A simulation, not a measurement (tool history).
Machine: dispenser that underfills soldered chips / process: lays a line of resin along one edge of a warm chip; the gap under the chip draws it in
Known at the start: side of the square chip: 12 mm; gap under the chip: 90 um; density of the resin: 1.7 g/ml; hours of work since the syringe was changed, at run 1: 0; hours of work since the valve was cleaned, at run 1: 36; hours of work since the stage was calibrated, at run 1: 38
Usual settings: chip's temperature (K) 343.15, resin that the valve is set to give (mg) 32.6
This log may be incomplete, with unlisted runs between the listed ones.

| run | hour | chip's temperature (K) | resin that the valve is set to give (mg) | hours of work since the syringe was changed | hours of work since the valve was cleaned | hours of work since the stage was calibrated | time until the resin shows at the far edge (s) | resin that the valve gave (mg) |
|---|---|---|---|---|---|---|---|---|
| 1 | 0.0 | 343.15 | 32.6 | 0 | 36 | 38 | 46.0 | 31.68 |
| 2 | 6.6 | 343.15 | 33.1 | 4 | 40 | 43 | 57.0 | 32.06 |
| 3 | 13.0 | 343.15 | 32.6 | 8 | 44 | 47 | 74.2 | 31.56 |
|  | 14.3 | new syringe of resin |
| 4 | 22.8 | 343.15 | 36.1 | 5 | 50 | 53 | 60.2 | 34.89 |
|  | 29.2 | new syringe of resin |
| 5 | 30.4 | 343.15 | 36.1 | 1 | 55 | 57 | 45.0 | 34.64 |
| 6 | 40.1 | 343.15 | 36.1 | 7 | 61 | 63 | 67.7 | 34.58 |
|  | 44.2 | new syringe of resin |
| 7 | 46.5 | 343.15 | 36.1 | 1 | 65 | 67 | 46.8 | 34.53 |
| 8 | 51.5 | 343.15 | 36.1 | 5 | 68 | 70 | 58.3 | 34.46 |
|  | 59.3 | new syringe of resin |
| 9 | 62.7 | 343.15 | 36.1 | 2 | 75 | 77 | 49.4 | 34.26 |
| 10 | 70.1 | 345.15 | 41.3 | 7 | 80 | 82 | 58.6 | 39.07 |
|  | 73.7 | new syringe of resin |
| 11 | 81.5 | 348.15 | 32.3 | 5 | 87 | 89 | 48.9 | 30.43 |
|  | 88.1 | new syringe of resin |
| 12 | 88.1 | 355.15 | 39.1 | 0 | 90 | 93 | 26.5 | 36.86 |

Run 13 is up next; what results do you expect?
| 13 | 96.9 | 345.15 | 35.8 | 6 | 96 | 98 | ? | ? |

time until the resin shows at the far edge (s): 55.3
resin that the valve gave (mg): 33.64
With the hidden condition absent and the run-to-run variation left alone, this run would have shown time until the resin shows at the far edge (s) 38.5, resin that the valve gave (mg) 35.81.

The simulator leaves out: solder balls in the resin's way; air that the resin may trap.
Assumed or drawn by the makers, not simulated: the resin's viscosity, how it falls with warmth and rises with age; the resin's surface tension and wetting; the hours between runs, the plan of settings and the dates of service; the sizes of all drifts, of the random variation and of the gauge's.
